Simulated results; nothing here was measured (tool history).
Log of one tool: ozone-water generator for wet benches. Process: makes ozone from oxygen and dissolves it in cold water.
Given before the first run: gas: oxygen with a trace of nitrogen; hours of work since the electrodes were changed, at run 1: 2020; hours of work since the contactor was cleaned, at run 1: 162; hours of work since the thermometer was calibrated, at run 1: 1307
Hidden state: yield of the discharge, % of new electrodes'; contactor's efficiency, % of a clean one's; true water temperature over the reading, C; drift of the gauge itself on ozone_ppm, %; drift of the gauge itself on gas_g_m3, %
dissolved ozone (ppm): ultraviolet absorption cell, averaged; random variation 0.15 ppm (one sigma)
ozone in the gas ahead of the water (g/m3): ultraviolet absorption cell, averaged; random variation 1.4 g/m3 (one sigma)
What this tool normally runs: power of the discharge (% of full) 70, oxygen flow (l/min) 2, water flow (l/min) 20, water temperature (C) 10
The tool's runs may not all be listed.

run	hour	power of the discharge (% of full)	oxygen flow (l/min)	water flow (l/min)	water temperature (C)	hours of work since the electrodes were changed	hours of work since the contactor was cleaned	hours of work since the thermometer was calibrated	dissolved ozone (ppm)	ozone in the gas ahead of the water (g/m3)
1	0	70	2	20	10	2020	162	1307	17.9	259
2	79.9	70	2.72	20	10	2081	224	1368	19.2	218.3
3	119.9	70	2.72	20	10	2112	254	1399	19.2	218.1
4	171.2	70	2	20	10	2151	293	1438	17.8	259.8
5	238.3	70	2	20	10	2203	345	1489	18	260.3
6	277.6	70	2	20	10	2233	375	1519	17.8	261.3
7	323.3	70	2	20	10	2268	410	1554	18.1	260.2
8	389.1	70	2	20	10	2318	460	1605	17.9	258.8
9	449.8	70	2	20	10	2364	507	1651	17.9	260.9
10	506.8	70	2	20	10	2408	550	1695	18.1	263.2
11	586.5	70	2	20	10	2469	611	1756	18	263.1
12	653.6	60	1.09	20	10	2520	663	1807	13.4	326.8
13	721.5	77	1.39	21	11	2572	715	1859	16.5	345.4
14	791	52	1.39	12	7	2626	768	1912	22.2	260.3
15	873.6	52	1.39	12	7	2689	831	1975	22.2	261
16	941.8	43	1.51	29	5	2741	883	2028	7.7	218.5
17	986.3	43	1.51	29	5	2775	917	2062	7.8	219.5
18	1055.3	43	1.51	28	5	2828	970	2114	8.2	221.4
19	1133	59	2	20	10	2887	1029	2174	16	232.3
20	1192.2	59	2	14	15	2933	1075	2219	21.4	237.7
21	1266.4	60	2	14	15	2989	1132	2276	21.4	237.1

Branching from run 21: 4 alternative next runs. What would each branch give?
A	1352.5	65	2	20	18	3055	1197	2342	?	?
B	1352.5	70	2.56	17	10	3055	1197	2342	?	?
C	1352.5	64	2	15	15	3055	1197	2342	?	?
D	1352.5	70	2	12	15	3055	1197	2342	?	?

run	dissolved ozone (ppm)	ozone in the gas ahead of the water (g/m3)
A	16.1	250.8
B	22.2	233
C	21.4	249.9
D	27.6	265.3
Take away the tool's hidden state, keep each run's random variation, and the runs would have read:
run	dissolved ozone (ppm)	ozone in the gas ahead of the water (g/m3)
A	16.2	244.7
B	22.3	227.3
C	21.4	243.8
D	27.6	258.9

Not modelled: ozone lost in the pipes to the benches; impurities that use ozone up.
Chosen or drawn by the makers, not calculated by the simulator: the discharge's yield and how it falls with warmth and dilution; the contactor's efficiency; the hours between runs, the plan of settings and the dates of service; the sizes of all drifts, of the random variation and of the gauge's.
